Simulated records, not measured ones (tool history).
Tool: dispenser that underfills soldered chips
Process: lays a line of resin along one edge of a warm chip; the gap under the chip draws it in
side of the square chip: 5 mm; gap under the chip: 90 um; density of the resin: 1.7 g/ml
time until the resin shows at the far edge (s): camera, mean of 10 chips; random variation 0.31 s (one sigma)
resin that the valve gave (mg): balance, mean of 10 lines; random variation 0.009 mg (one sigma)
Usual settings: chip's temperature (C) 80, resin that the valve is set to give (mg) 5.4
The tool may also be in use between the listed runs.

run   hour  chip's temperature (C)  resin that the valve is set to give (mg)  time until the resin shows at the far edge (s)  resin that the valve gave (mg)
  1      0                      80                                       5.4                                              12                           5.331
  2    4.3                      80                                       5.4                                            14.1                           5.349
       6.2  -- new syringe of resin
  3    8.9                      73                                       5.4                                            15.3                            5.33
  4   12.8                      85                                       5.4                                            10.5                           5.332
  5   16.2                      80                                       5.4                                              15                           5.335
      17.2  -- new syringe of resin
  6   22.4                      80                                      5.86                                            11.7                           5.768
      28.3  -- new syringe of resin
  7   28.3                      80                                       5.4                                              10                           5.306
  8   32.9                      80                                       5.4                                              12                           5.314
      38.9  -- new syringe of resin
  9   38.9                      80                                       5.4                                             9.7                           5.287
 10   46.9                      80                                       5.4                                            13.6                           5.271
        50  -- new syringe of resin
 11   52.8                      80                                       5.4                                            10.3                           5.246
 12   59.6                      80                                       5.4                                            15.1                            5.25
      60.9  -- new syringe of resin
 13   65.3                      80                                       5.4                                            11.3                           5.237
      71.5  -- new syringe of resin
 14   72.1                      88                                      4.71                                             7.5                           4.562
      79.7  -- dispensing valve cleaned and set on the balance
 15   79.7                      72                                      5.81                                            18.2                           5.806
      83.2  -- new syringe of resin
 16   84.1                      72                                      5.81                                            14.2                           5.798
 17   87.7                      86                                      4.74                                             9.6                           4.716
      93.9  -- new syringe of resin
 18   93.9                      71                                      6.33                                            13.8                           6.309
 19  101.6                      71                                      6.33                                            19.8                           6.272
     104.7  -- new syringe of resin
 20  105.3                      71                                      6.33                                            14.5                           6.268
 21  111.7                      71                                      6.33                                            18.8                           6.244
     115.5  -- new syringe of resin
 22  115.7                      71                                      6.33                                            13.9                           6.255
 23  122.4                      68                                      6.74                                            21.7                           6.644
     126.4  -- new syringe of resin
 24  127.2                      80                                      6.68                                             9.4                            6.57

3 ways to go on from here, each from the tool as it stands after run 24. What would each give?
  A  134.8                      79                                      4.88                                               ?                               ?
  B  134.8                      69                                      5.45                                               ?                               ?
  C  134.8                      74                                      6.51                                               ?                               ?

run  time until the resin shows at the far edge (s)  resin that the valve gave (mg)
  A                                            14.5                           4.799
  B                                              23                           5.345
  C                                            17.9                           6.385
Without the tool's hidden state the same runs would have given:
run  time until the resin shows at the far edge (s)  resin that the valve gave (mg)
  A                                            10.1                           4.894
  B                                            16.2                           5.451
  C                                            12.6                           6.512
